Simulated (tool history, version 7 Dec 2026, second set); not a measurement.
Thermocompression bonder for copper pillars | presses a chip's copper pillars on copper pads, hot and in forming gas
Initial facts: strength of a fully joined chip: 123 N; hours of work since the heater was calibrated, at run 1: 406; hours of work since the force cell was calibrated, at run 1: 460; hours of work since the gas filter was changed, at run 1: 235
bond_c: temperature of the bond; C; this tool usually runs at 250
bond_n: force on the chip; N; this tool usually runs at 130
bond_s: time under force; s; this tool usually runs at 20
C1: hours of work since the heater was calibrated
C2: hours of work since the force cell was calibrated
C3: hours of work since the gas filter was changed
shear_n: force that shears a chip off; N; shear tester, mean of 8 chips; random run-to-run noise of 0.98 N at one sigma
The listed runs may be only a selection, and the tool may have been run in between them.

Run 1, hour 0: usual settings; C1 406; C2 460; C3 235. Result: shear_n 77.9 N.
Run 2, hour 18.2: usual settings; C1 416; C2 470; C3 245. Result: shear_n 77.8 N.
Run 3, hour 32.8: usual settings; C1 424; C2 478; C3 253. Result: shear_n 76.2 N.
Run 4, hour 53.7: usual settings; C1 436; C2 490; C3 265. Result: shear_n 76.7 N.
Run 5, hour 69.9: usual settings but bond_s 53 s; C1 445; C2 499; C3 274. Result: shear_n 96.7 N.
Run 6, hour 87.5: usual settings; C1 454; C2 509; C3 284. Result: shear_n 76.1 N.
At hour 91.4: force cell calibrated.
Run 7, hour 111.4: usual settings but bond_s 50 s; C1 467; C2 11; C3 296. Result: shear_n 95.6 N.
Run 8, hour 132.8: usual settings; C1 479; C2 23; C3 308. Result: shear_n 77 N.
Run 9, hour 145.6: usual settings; C1 486; C2 30; C3 315. Result: shear_n 76.9 N.
At hour 161.8: force cell calibrated, once more.
Run 10, hour 162.7: usual settings; C1 495; C2 0; C3 324. Result: shear_n 75.1 N.
At hour 164.3: forming gas filter changed.
Run 11, hour 176.7: usual settings but bond_c 258 C, bond_n 134 N; C1 502; C2 8; C3 7. Result: shear_n 86.5 N.
Run 12, hour 201.1: usual settings but bond_n 89 N, bond_s 11 s; C1 516; C2 22; C3 20. Result: shear_n 51.6 N.
Run 13, hour 223: usual settings but bond_n 101 N, bond_s 18 s; C1 528; C2 34; C3 33. Result: shear_n 66 N.
Run 14, hour 246.7: usual settings but bond_c 233 C, bond_s 54 s; C1 541; C2 47; C3 46. Result: shear_n 85 N.
Run 15, hour 267.8: usual settings but bond_c 230 C; C1 553; C2 59; C3 58. Result: shear_n 60.7 N.
Run 16, hour 282.4: usual settings but bond_c 276 C, bond_s 32 s; C1 561; C2 67; C3 66. Result: shear_n 106.2 N.
Run 17, hour 300.1: usual settings but bond_c 268 C, bond_n 195 N, bond_s 11 s; C1 571; C2 77; C3 75. Result: shear_n 93.1 N.

Here are 3 independent what-if runs from the current tool condition. What would each one return?
Run A, hour 323.8: usual settings but bond_c 225 C, bond_n 97 N, bond_s 11 s; C1 584; C2 90; C3 89. Result: shear_n ?.
Run B, hour 323.8: usual settings but bond_n 178 N, bond_s 42 s; C1 584; C2 90; C3 89. Result: shear_n ?.
Run C, hour 323.8: usual settings but bond_n 160 N; C1 584; C2 90; C3 89. Result: shear_n ?.

run  shear_n
  A     36.1
  B    102.2
  C     84.8
Without the tool's hidden state the same runs would have given:
run  shear_n
  A     41.5
  B    108.1
  C     92.1
